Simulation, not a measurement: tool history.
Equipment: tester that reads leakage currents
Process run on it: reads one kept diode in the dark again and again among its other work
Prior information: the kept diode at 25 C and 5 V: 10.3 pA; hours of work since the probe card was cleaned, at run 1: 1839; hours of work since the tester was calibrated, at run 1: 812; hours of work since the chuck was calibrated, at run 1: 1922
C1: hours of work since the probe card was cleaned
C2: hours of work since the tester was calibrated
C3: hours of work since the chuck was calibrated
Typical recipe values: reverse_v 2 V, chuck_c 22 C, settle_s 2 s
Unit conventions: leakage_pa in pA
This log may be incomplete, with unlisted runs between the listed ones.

{"run": 1, "hour": 0.0, "reverse_v": 2, "chuck_c": 22, "settle_s": 2, "C1": 1839, "C2": 812, "C3": 1922, "leakage_pa": 9.49}
{"run": 2, "hour": 72.6, "reverse_v": 2, "chuck_c": 22, "settle_s": 2, "C1": 1889, "C2": 862, "C3": 1972, "leakage_pa": 9.63}
{"run": 3, "hour": 136.0, "reverse_v": 2, "chuck_c": 22, "settle_s": 2, "C1": 1932, "C2": 906, "C3": 2016, "leakage_pa": 9.9}
{"run": 4, "hour": 192.7, "reverse_v": 2, "chuck_c": 22, "settle_s": 2, "C1": 1971, "C2": 945, "C3": 2055, "leakage_pa": 9.9}
{"run": 5, "hour": 225.3, "reverse_v": 2, "chuck_c": 22, "settle_s": 2, "C1": 1994, "C2": 967, "C3": 2078, "leakage_pa": 9.8}
{"run": 6, "hour": 271.8, "reverse_v": 2, "chuck_c": 22, "settle_s": 2, "C1": 2026, "C2": 999, "C3": 2110, "leakage_pa": 9.91}
{"run": 7, "hour": 345.6, "reverse_v": 2, "chuck_c": 22, "settle_s": 2, "C1": 2077, "C2": 1050, "C3": 2161, "leakage_pa": 9.96}
{"run": 8, "hour": 388.4, "reverse_v": 2, "chuck_c": 22, "settle_s": 2, "C1": 2106, "C2": 1080, "C3": 2190, "leakage_pa": 10.03}
{"run": 9, "hour": 440.7, "reverse_v": 2, "chuck_c": 22, "settle_s": 2, "C1": 2142, "C2": 1116, "C3": 2226, "leakage_pa": 10.13}
{"run": 10, "hour": 479.5, "reverse_v": 3.7, "chuck_c": 22, "settle_s": 2, "C1": 2169, "C2": 1142, "C3": 2253, "leakage_pa": 14.32}
{"run": 11, "hour": 525.5, "reverse_v": 3.7, "chuck_c": 22, "settle_s": 0.71, "C1": 2201, "C2": 1174, "C3": 2285, "leakage_pa": 15.06}
{"run": 12, "hour": 557.7, "reverse_v": 3.7, "chuck_c": 22, "settle_s": 0.71, "C1": 2223, "C2": 1196, "C3": 2307, "leakage_pa": 15.24}
{"run": 13, "hour": 599.0, "reverse_v": 3.7, "chuck_c": 22, "settle_s": 0.71, "C1": 2251, "C2": 1225, "C3": 2335, "leakage_pa": 15.26}
{"run": 14, "hour": 671.8, "reverse_v": 3.7, "chuck_c": 22, "settle_s": 0.71, "C1": 2302, "C2": 1275, "C3": 2385, "leakage_pa": 15.4}
{"run": 15, "hour": 703.9, "reverse_v": 2, "chuck_c": 22, "settle_s": 2, "C1": 2324, "C2": 1297, "C3": 2408, "leakage_pa": 10.44}
{"run": 16, "hour": 749.7, "reverse_v": 2, "chuck_c": 22, "settle_s": 2, "C1": 2355, "C2": 1329, "C3": 2439, "leakage_pa": 10.51}
{"hour": 769.4, "done": "chuck's temperature calibrated"}
{"run": 17, "hour": 782.2, "reverse_v": 2, "chuck_c": 22, "settle_s": 2, "C1": 2376, "C2": 1350, "C3": 9, "leakage_pa": 9.49}
{"run": 18, "hour": 815.5, "reverse_v": 1.81, "chuck_c": 38, "settle_s": 4.77, "C1": 2399, "C2": 1373, "C3": 32, "leakage_pa": 21.41}
{"run": 19, "hour": 864.9, "reverse_v": 1.25, "chuck_c": 39, "settle_s": 4.06, "C1": 2433, "C2": 1407, "C3": 66, "leakage_pa": 19.56}
{"run": 20, "hour": 917.1, "reverse_v": 7.42, "chuck_c": 22, "settle_s": 2, "C1": 2469, "C2": 1443, "C3": 102, "leakage_pa": 22.42}
{"hour": 928.3, "done": "probe card cleaned and baked"}
{"run": 21, "hour": 955.7, "reverse_v": 1.89, "chuck_c": 22, "settle_s": 0.74, "C1": 19, "C2": 1467, "C3": 126, "leakage_pa": 6.68}
{"run": 22, "hour": 1002.5, "reverse_v": 7.47, "chuck_c": 22, "settle_s": 8.06, "C1": 51, "C2": 1499, "C3": 159, "leakage_pa": 10.06}
{"run": 23, "hour": 1043.5, "reverse_v": 4.35, "chuck_c": 25, "settle_s": 0.52, "C1": 79, "C2": 1528, "C3": 187, "leakage_pa": 11.9}
{"run": 24, "hour": 1077.5, "reverse_v": 4.35, "chuck_c": 25, "settle_s": 0.52, "C1": 103, "C2": 1551, "C3": 210, "leakage_pa": 12.01}
{"run": 25, "hour": 1142.9, "reverse_v": 4.35, "chuck_c": 25, "settle_s": 0.52, "C1": 148, "C2": 1596, "C3": 255, "leakage_pa": 12.11}
{"run": 26, "hour": 1214.4, "reverse_v": 2, "chuck_c": 21, "settle_s": 3.79, "C1": 197, "C2": 1645, "C3": 305, "leakage_pa": 6.33}
{"run": 27, "hour": 1274.5, "reverse_v": 2, "chuck_c": 22, "settle_s": 0.51, "C1": 239, "C2": 1687, "C3": 346, "leakage_pa": 7.43}
{"run": 28, "hour": 1323.0, "reverse_v": 2, "chuck_c": 22, "settle_s": 0.51, "C1": 272, "C2": 1720, "C3": 379, "leakage_pa": 7.53}
{"run": 29, "hour": 1395.3, "reverse_v": 2, "chuck_c": 22, "settle_s": 0.51, "C1": 322, "C2": 1770, "C3": 429, "leakage_pa": 7.64}
{"run": 30, "hour": 1430.0, "reverse_v": 1.23, "chuck_c": 22, "settle_s": 0.8, "C1": 346, "C2": 1794, "C3": 453, "leakage_pa": 6.09}
{"run": 31, "hour": 1501.7, "reverse_v": 1.23, "chuck_c": 22, "settle_s": 0.8, "C1": 395, "C2": 1844, "C3": 503, "leakage_pa": 6.09}
{"run": 32, "hour": 1547.7, "reverse_v": 1.23, "chuck_c": 22, "settle_s": 0.8, "C1": 427, "C2": 1875, "C3": 534, "leakage_pa": 6.25}

Run 33, settings as shown, results not yet in. Your forecast:
{"run": 33, "hour": 1585.0, "reverse_v": 4.12, "chuck_c": 22, "settle_s": 2, "C1": 453, "C2": 1901, "C3": 560, "leakage_pa": "?"}

Run 33 yielded leakage_pa 9.82 pA.
Take away the tool's hidden state, keep the run-to-run variation as it was, and the same run would have given leakage_pa 8.25 pA.

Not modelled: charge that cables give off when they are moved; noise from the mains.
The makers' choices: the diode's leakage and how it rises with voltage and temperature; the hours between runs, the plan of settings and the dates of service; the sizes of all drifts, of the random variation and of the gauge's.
